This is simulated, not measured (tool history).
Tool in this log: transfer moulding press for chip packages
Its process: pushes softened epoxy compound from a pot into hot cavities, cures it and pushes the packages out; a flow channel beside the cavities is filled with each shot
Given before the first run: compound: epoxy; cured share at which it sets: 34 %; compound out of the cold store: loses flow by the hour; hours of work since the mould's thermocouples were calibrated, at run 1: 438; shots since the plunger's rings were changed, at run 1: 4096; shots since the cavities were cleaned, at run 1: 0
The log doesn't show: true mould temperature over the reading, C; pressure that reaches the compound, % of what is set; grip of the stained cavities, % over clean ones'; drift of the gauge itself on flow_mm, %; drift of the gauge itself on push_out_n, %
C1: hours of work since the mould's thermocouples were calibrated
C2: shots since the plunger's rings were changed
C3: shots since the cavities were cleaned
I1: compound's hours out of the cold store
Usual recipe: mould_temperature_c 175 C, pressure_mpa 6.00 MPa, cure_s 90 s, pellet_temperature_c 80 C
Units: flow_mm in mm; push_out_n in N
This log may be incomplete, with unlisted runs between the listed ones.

run 1 hour=0.0 | mould_temperature_c=175 pressure_mpa=6.00 cure_s=90 pellet_temperature_c=80 | C1=438 C2=4096 C3=0 | I1=44.6 | flow_mm=779 push_out_n=324
-- hour=59.4 cavities cleaned with cleaning compound and waxed
run 2 hour=59.4 | mould_temperature_c=178 pressure_mpa=6.00 cure_s=90 pellet_temperature_c=80 | C1=466 C2=4609 C3=0 | I1=24.2 | flow_mm=842 push_out_n=297
-- hour=120.3 cavities cleaned with cleaning compound and waxed
run 3 hour=155.9 | mould_temperature_c=178 pressure_mpa=6.00 cure_s=90 pellet_temperature_c=80 | C1=513 C2=5450 C3=315 | I1=38.8 | flow_mm=772 push_out_n=448
-- hour=180.5 cavities cleaned with cleaning compound and waxed
run 4 hour=197.7 | mould_temperature_c=178 pressure_mpa=6.00 cure_s=90 pellet_temperature_c=80 | C1=532 C2=5807 C3=152 | I1=22.4 | flow_mm=836 push_out_n=374
-- hour=243.3 cavities cleaned with cleaning compound and waxed
run 5 hour=257.6 | mould_temperature_c=178 pressure_mpa=6.00 cure_s=90 pellet_temperature_c=80 | C1=560 C2=6324 C3=127 | I1=33.8 | flow_mm=785 push_out_n=369
-- hour=302.4 cavities cleaned with cleaning compound and waxed
-- hour=321.8 plunger's sealing rings changed
run 6 hour=346.2 | mould_temperature_c=178 pressure_mpa=6.00 cure_s=90 pellet_temperature_c=80 | C1=602 C2=216 C3=365 | I1=17.0 | flow_mm=897 push_out_n=473
-- hour=362.3 cavities cleaned with cleaning compound and waxed
-- hour=420.8 cavities cleaned with cleaning compound and waxed
run 7 hour=436.6 | mould_temperature_c=174 pressure_mpa=6.00 cure_s=90 pellet_temperature_c=80 | C1=644 C2=990 C3=140 | I1=36.8 | flow_mm=827 push_out_n=467
-- hour=444.8 mould's thermocouples calibrated
-- hour=481.2 cavities cleaned with cleaning compound and waxed
run 8 hour=481.2 | mould_temperature_c=175 pressure_mpa=6.00 cure_s=90 pellet_temperature_c=85 | C1=17 C2=1354 C3=0 | I1=20.5 | flow_mm=885 push_out_n=310
-- hour=537.7 cavities cleaned with cleaning compound and waxed
run 9 hour=578.5 | mould_temperature_c=175 pressure_mpa=4.79 cure_s=90 pellet_temperature_c=85 | C1=63 C2=2202 C3=361 | I1=37.7 | flow_mm=723 push_out_n=462
-- hour=593.5 cavities cleaned with cleaning compound and waxed
run 10 hour=620.0 | mould_temperature_c=173 pressure_mpa=7.43 cure_s=122 pellet_temperature_c=77 | C1=83 C2=2557 C3=235 | I1=38.2 | flow_mm=908 push_out_n=369
-- hour=650.8 cavities cleaned with cleaning compound and waxed
run 11 hour=680.2 | mould_temperature_c=173 pressure_mpa=7.43 cure_s=122 pellet_temperature_c=77 | C1=111 C2=3076 C3=260 | I1=21.1 | flow_mm=967 push_out_n=379
-- hour=710.4 cavities cleaned with cleaning compound and waxed
run 12 hour=738.8 | mould_temperature_c=173 pressure_mpa=7.43 cure_s=122 pellet_temperature_c=77 | C1=139 C2=3582 C3=252 | I1=32.7 | flow_mm=921 push_out_n=403
-- hour=766.2 cavities cleaned with cleaning compound and waxed
run 13 hour=816.4 | mould_temperature_c=173 pressure_mpa=7.43 cure_s=122 pellet_temperature_c=77 | C1=176 C2=4256 C3=444 | I1=47.3 | flow_mm=862 push_out_n=433
-- hour=824.2 cavities cleaned with cleaning compound and waxed
run 14 hour=865.3 | mould_temperature_c=173 pressure_mpa=7.43 cure_s=122 pellet_temperature_c=77 | C1=199 C2=4676 C3=364 | I1=32.2 | flow_mm=893 push_out_n=398
-- hour=881.0 cavities cleaned with cleaning compound and waxed
run 15 hour=914.2 | mould_temperature_c=171 pressure_mpa=6.00 cure_s=71 pellet_temperature_c=80 | C1=222 C2=5095 C3=294 | I1=44.3 | flow_mm=776 push_out_n=987

Each row is a separate what-if for the run after 15, all from the same tool condition, not one after another. Results?
-- hour=939.4 cavities cleaned with cleaning compound and waxed
-- hour=998.6 cavities cleaned with cleaning compound and waxed
run A hour=1010.8 | mould_temperature_c=176 pressure_mpa=7.30 cure_s=90 pellet_temperature_c=80 | C1=267 C2=5924 C3=108 | I1=20.0 | flow_mm=? push_out_n=?
-- hour=939.4 cavities cleaned with cleaning compound and waxed
-- hour=998.6 cavities cleaned with cleaning compound and waxed
run B hour=1010.8 | mould_temperature_c=175 pressure_mpa=4.70 cure_s=90 pellet_temperature_c=80 | C1=267 C2=5924 C3=108 | I1=37.1 | flow_mm=? push_out_n=?
-- hour=939.4 cavities cleaned with cleaning compound and waxed
-- hour=998.6 cavities cleaned with cleaning compound and waxed
run C hour=1010.8 | mould_temperature_c=171 pressure_mpa=6.00 cure_s=71 pellet_temperature_c=84 | C1=267 C2=5924 C3=108 | I1=32.3 | flow_mm=? push_out_n=?
-- hour=939.4 cavities cleaned with cleaning compound and waxed
-- hour=998.6 cavities cleaned with cleaning compound and waxed
run D hour=1010.8 | mould_temperature_c=171 pressure_mpa=6.00 cure_s=71 pellet_temperature_c=89 | C1=267 C2=5924 C3=108 | I1=34.4 | flow_mm=? push_out_n=?

run=A flow_mm=936 push_out_n=381
run=B flow_mm=689 push_out_n=395
run=C flow_mm=816 push_out_n=836
run=D flow_mm=812 push_out_n=840
With the hidden condition removed and each run's random variation left untouched, the same runs would have given:
run=A flow_mm=991 push_out_n=290
run=B flow_mm=730 push_out_n=301
run=C flow_mm=864 push_out_n=631
run=D flow_mm=860 push_out_n=634
